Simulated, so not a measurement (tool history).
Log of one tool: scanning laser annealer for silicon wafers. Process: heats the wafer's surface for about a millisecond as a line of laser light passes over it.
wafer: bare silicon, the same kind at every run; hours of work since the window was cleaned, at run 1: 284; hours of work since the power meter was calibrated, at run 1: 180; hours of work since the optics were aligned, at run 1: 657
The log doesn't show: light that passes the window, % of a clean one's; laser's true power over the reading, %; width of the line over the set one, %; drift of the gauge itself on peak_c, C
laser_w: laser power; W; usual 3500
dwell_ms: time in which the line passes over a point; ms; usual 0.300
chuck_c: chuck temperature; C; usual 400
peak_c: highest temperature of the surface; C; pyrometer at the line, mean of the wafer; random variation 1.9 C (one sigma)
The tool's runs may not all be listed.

| run | day | laser_w | dwell_ms | chuck_c | hours of work since the window was cleaned | hours of work since the power meter was calibrated | hours of work since the optics were aligned | peak_c |
|---|---|---|---|---|---|---|---|---|
| 1 | 0.000 | 3500 | 0.300 | 400 | 284 | 180 | 657 | 1202 |
| 2 | 0.496 | 3500 | 0.300 | 400 | 293 | 189 | 666 | 1205 |
| 3 | 1.196 | 3500 | 0.300 | 400 | 306 | 202 | 678 | 1204 |
| 4 | 1.842 | 3500 | 0.300 | 400 | 317 | 213 | 690 | 1205 |
| 5 | 2.333 | 3500 | 0.300 | 400 | 326 | 222 | 699 | 1205 |
| 6 | 2.962 | 3500 | 0.300 | 400 | 337 | 233 | 710 | 1204 |
| 7 | 3.367 | 3500 | 0.300 | 407 | 345 | 240 | 717 | 1208 |
| 8 | 3.900 | 3500 | 0.300 | 407 | 354 | 250 | 727 | 1211 |
| 9 | 4.575 | 3500 | 0.300 | 400 | 366 | 262 | 739 | 1204 |
| 10 | 4.925 | 3500 | 0.300 | 400 | 373 | 268 | 745 | 1205 |
| 11 | 5.350 | 3608 | 0.319 | 375 | 380 | 276 | 753 | 1229 |
| 12 | 5.854 | 3608 | 0.319 | 375 | 389 | 285 | 762 | 1232 |
| 13 | 6.433 | 3472 | 0.251 | 371 | 400 | 295 | 772 | 1088 |
| 14 | 7.146 | 3472 | 0.251 | 371 | 412 | 308 | 785 | 1085 |
| 15 | 7.871 | 3472 | 0.251 | 371 | 425 | 321 | 798 | 1087 |
| 16 | 8.275 | 2999 | 0.215 | 395 | 433 | 328 | 805 | 955 |
| 17 | 8.696 | 3486 | 0.215 | 395 | 440 | 336 | 813 | 1053 |
| 18 | 9.154 | 3632 | 0.253 | 376 | 448 | 344 | 821 | 1127 |

Hidden state or all else? Some run-to-run changes of peak_c, split into what the settings, what came in and random variation would give without the hidden state, and what is left for the hidden state (with any gauge scatter that isn't in both results):
Run 12 -> 13: laser_w 3608 -> 3472, dwell_ms 0.319 -> 0.251, chuck_c 375 -> 371. peak_c -144 C: hidden state +3, all else -147.
Run 15 -> 16: laser_w 3472 -> 2999, dwell_ms 0.251 -> 0.215, chuck_c 371 -> 395. peak_c -132 C: hidden state +4, all else -136.
